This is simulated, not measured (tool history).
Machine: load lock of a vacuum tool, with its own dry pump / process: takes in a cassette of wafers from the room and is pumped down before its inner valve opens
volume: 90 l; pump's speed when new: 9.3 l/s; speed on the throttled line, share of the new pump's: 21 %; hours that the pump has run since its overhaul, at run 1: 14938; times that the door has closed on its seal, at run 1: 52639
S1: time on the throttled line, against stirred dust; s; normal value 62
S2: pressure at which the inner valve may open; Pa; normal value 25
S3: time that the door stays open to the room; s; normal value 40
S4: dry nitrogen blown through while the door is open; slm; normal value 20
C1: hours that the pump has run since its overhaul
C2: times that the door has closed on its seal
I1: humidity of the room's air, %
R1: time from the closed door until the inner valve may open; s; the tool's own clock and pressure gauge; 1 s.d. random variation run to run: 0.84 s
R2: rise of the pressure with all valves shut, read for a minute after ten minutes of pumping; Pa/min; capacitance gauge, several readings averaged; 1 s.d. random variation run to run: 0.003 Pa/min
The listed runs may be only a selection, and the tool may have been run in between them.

{"run": 1, "hour": 0.0, "S1": 62, "S2": 25, "S3": 40, "S4": 20, "C1": 14938, "C2": 52639, "I1": 42.7, "R1": 137.4, "R2": 0.198}
{"run": 2, "hour": 234.1, "S1": 62, "S2": 25, "S3": 40, "S4": 20, "C1": 15172, "C2": 53482, "I1": 41.9, "R1": 138.2, "R2": 0.199}
{"run": 3, "hour": 495.7, "S1": 62, "S2": 25, "S3": 40, "S4": 5, "C1": 15434, "C2": 54424, "I1": 46.6, "R1": 137.4, "R2": 0.221}
{"run": 4, "hour": 760.3, "S1": 62, "S2": 25, "S3": 40, "S4": 5, "C1": 15699, "C2": 55377, "I1": 43.7, "R1": 137.8, "R2": 0.228}
{"hour": 838.9, "done": "door's seal changed, seat wiped"}
{"run": 5, "hour": 992.3, "S1": 62, "S2": 20, "S3": 40, "S4": 20, "C1": 15929, "C2": 553, "I1": 43.9, "R1": 141.7, "R2": 0.023}
{"hour": 1078.8, "done": "dry pump taken out, an overhauled one fitted"}
{"run": 6, "hour": 1311.2, "S1": 62, "S2": 20, "S3": 40, "S4": 20, "C1": 232, "C2": 1680, "I1": 45.7, "R1": 133.5, "R2": 0.022}
{"run": 7, "hour": 1682.1, "S1": 62, "S2": 27, "S3": 136, "S4": 20, "C1": 603, "C2": 3016, "I1": 43.4, "R1": 129.2, "R2": 0.049}
{"run": 8, "hour": 1956.6, "S1": 62, "S2": 25, "S3": 97, "S4": 20, "C1": 878, "C2": 4005, "I1": 45.9, "R1": 129.1, "R2": 0.041}
{"run": 9, "hour": 2268.6, "S1": 35, "S2": 35, "S3": 137, "S4": 7, "C1": 1190, "C2": 5128, "I1": 47.3, "R1": 106.5, "R2": 0.082}
{"run": 10, "hour": 2542.1, "S1": 35, "S2": 35, "S3": 137, "S4": 7, "C1": 1463, "C2": 6113, "I1": 49.3, "R1": 105.4, "R2": 0.085}
{"run": 11, "hour": 2820.3, "S1": 92, "S2": 36, "S3": 56, "S4": 4, "C1": 1741, "C2": 7115, "I1": 45.0, "R1": 150.7, "R2": 0.057}

Below, some changes in R1 between adjacent runs. For each, the amount present without the hidden state too (settings, incoming material, random variation) and the amount remaining for the hidden state with gauge scatter not shared by both compared results:
Unlogged tool condition in this case: pump's speed, % of a new pump's; leak at the door's seal, Pa l/s; drift of the gauge itself on ready_s, %; drift of the gauge itself on rise_pa_min, %.
Run 5 -> 6: dry pump taken out, an overhauled one fitted. R1 -8.2 s: hidden state -9.0, all else +0.8.
Run 10 -> 11: S1 35 -> 92, S2 35 -> 36, S3 137 -> 56, S4 7 -> 4. R1 +45.3 s: hidden state -0.1, all else +45.4.

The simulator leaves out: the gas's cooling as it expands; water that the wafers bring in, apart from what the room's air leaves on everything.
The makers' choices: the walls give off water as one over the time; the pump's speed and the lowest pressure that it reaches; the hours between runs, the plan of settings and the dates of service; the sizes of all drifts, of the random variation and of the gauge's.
